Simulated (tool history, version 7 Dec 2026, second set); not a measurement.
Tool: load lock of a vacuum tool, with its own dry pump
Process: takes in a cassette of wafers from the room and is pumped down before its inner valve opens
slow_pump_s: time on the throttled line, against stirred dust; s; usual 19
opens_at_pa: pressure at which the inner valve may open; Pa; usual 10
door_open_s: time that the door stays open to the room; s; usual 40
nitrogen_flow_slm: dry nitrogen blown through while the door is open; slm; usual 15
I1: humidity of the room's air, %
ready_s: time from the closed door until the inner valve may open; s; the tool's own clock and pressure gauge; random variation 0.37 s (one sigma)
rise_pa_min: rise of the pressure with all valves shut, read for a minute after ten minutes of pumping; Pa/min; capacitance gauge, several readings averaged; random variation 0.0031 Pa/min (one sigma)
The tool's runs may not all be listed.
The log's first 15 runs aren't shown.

{"hour": 3215.8, "done": "dry pump taken out, an overhauled one fitted"}
{"run": 16, "hour": 3411.9, "slow_pump_s": 14, "opens_at_pa": 10, "door_open_s": 40, "nitrogen_flow_slm": 15, "I1": 49.7, "ready_s": 30.9, "rise_pa_min": 0.163}
{"run": 17, "hour": 3681.5, "slow_pump_s": 14, "opens_at_pa": 10, "door_open_s": 40, "nitrogen_flow_slm": 15, "I1": 43.7, "ready_s": 31.0, "rise_pa_min": 0.16}
{"run": 18, "hour": 3931.0, "slow_pump_s": 19, "opens_at_pa": 10, "door_open_s": 40, "nitrogen_flow_slm": 15, "I1": 43.6, "ready_s": 35.3, "rise_pa_min": 0.179}
{"run": 19, "hour": 4226.9, "slow_pump_s": 19, "opens_at_pa": 10, "door_open_s": 40, "nitrogen_flow_slm": 15, "I1": 44.5, "ready_s": 35.6, "rise_pa_min": 0.179}
{"run": 20, "hour": 4529.4, "slow_pump_s": 19, "opens_at_pa": 10, "door_open_s": 40, "nitrogen_flow_slm": 15, "I1": 42.1, "ready_s": 35.7, "rise_pa_min": 0.185}
{"run": 21, "hour": 4671.3, "slow_pump_s": 19, "opens_at_pa": 10, "door_open_s": 40, "nitrogen_flow_slm": 31, "I1": 47.2, "ready_s": 35.5, "rise_pa_min": 0.177}
{"run": 22, "hour": 4977.3, "slow_pump_s": 19, "opens_at_pa": 10, "door_open_s": 40, "nitrogen_flow_slm": 31, "I1": 43.1, "ready_s": 35.5, "rise_pa_min": 0.175}
{"run": 23, "hour": 5167.2, "slow_pump_s": 25, "opens_at_pa": 18, "door_open_s": 94, "nitrogen_flow_slm": 31, "I1": 43.7, "ready_s": 39.2, "rise_pa_min": 0.208}
{"run": 24, "hour": 5345.8, "slow_pump_s": 25, "opens_at_pa": 18, "door_open_s": 94, "nitrogen_flow_slm": 31, "I1": 43.6, "ready_s": 39.7, "rise_pa_min": 0.215}
{"run": 25, "hour": 5651.0, "slow_pump_s": 25, "opens_at_pa": 18, "door_open_s": 94, "nitrogen_flow_slm": 31, "I1": 44.5, "ready_s": 39.2, "rise_pa_min": 0.222}
{"run": 26, "hour": 5773.9, "slow_pump_s": 19, "opens_at_pa": 10, "door_open_s": 48, "nitrogen_flow_slm": 15, "I1": 45.5, "ready_s": 36.2, "rise_pa_min": 0.231}
{"run": 27, "hour": 5943.9, "slow_pump_s": 19, "opens_at_pa": 10, "door_open_s": 48, "nitrogen_flow_slm": 15, "I1": 44.3, "ready_s": 35.0, "rise_pa_min": 0.226}
{"run": 28, "hour": 6090.3, "slow_pump_s": 19, "opens_at_pa": 10, "door_open_s": 56, "nitrogen_flow_slm": 15, "I1": 48.0, "ready_s": 35.5, "rise_pa_min": 0.252}
{"run": 29, "hour": 6338.9, "slow_pump_s": 19, "opens_at_pa": 10, "door_open_s": 56, "nitrogen_flow_slm": 15, "I1": 46.6, "ready_s": 36.1, "rise_pa_min": 0.258}
{"run": 30, "hour": 6528.5, "slow_pump_s": 20, "opens_at_pa": 7, "door_open_s": 99, "nitrogen_flow_slm": 7, "I1": 48.8, "ready_s": 37.6, "rise_pa_min": 0.31}
{"run": 31, "hour": 6659.6, "slow_pump_s": 30, "opens_at_pa": 10, "door_open_s": 69, "nitrogen_flow_slm": 15, "I1": 45.8, "ready_s": 44.5, "rise_pa_min": 0.27}
{"run": 32, "hour": 6872.5, "slow_pump_s": 30, "opens_at_pa": 10, "door_open_s": 69, "nitrogen_flow_slm": 15, "I1": 40.7, "ready_s": 45.1, "rise_pa_min": 0.273}
{"run": 33, "hour": 7088.5, "slow_pump_s": 25, "opens_at_pa": 11, "door_open_s": 65, "nitrogen_flow_slm": 8, "I1": 44.0, "ready_s": 40.8, "rise_pa_min": 0.293}
{"run": 34, "hour": 7329.6, "slow_pump_s": 33, "opens_at_pa": 9, "door_open_s": 115, "nitrogen_flow_slm": 21, "I1": 46.8, "ready_s": 47.3, "rise_pa_min": 0.296}
{"run": 35, "hour": 7530.5, "slow_pump_s": 19, "opens_at_pa": 18, "door_open_s": 40, "nitrogen_flow_slm": 15, "I1": 43.6, "ready_s": 35.0, "rise_pa_min": 0.277}
{"run": 36, "hour": 7749.9, "slow_pump_s": 15, "opens_at_pa": 18, "door_open_s": 156, "nitrogen_flow_slm": 39, "I1": 45.8, "ready_s": 31.6, "rise_pa_min": 0.303}

Forecast each of these 3 alternatives for the next run:
{"run": "A", "hour": 7896.4, "slow_pump_s": 21, "opens_at_pa": 14, "door_open_s": 123, "nitrogen_flow_slm": 15, "I1": 46.2, "ready_s": "?", "rise_pa_min": "?"}
{"run": "B", "hour": 7896.4, "slow_pump_s": 15, "opens_at_pa": 18, "door_open_s": 29, "nitrogen_flow_slm": 17, "I1": 48.1, "ready_s": "?", "rise_pa_min": "?"}
{"run": "C", "hour": 7896.4, "slow_pump_s": 14, "opens_at_pa": 8, "door_open_s": 43, "nitrogen_flow_slm": 15, "I1": 46.0, "ready_s": "?", "rise_pa_min": "?"}

run=A ready_s=36.9 rise_pa_min=0.341
run=B ready_s=31.2 rise_pa_min=0.285
run=C ready_s=33.1 rise_pa_min=0.293
Without the tool's hidden state the same runs would have given:
run=A ready_s=35.6 rise_pa_min=0.124
run=B ready_s=29.9 rise_pa_min=0.065
run=C ready_s=31.5 rise_pa_min=0.077
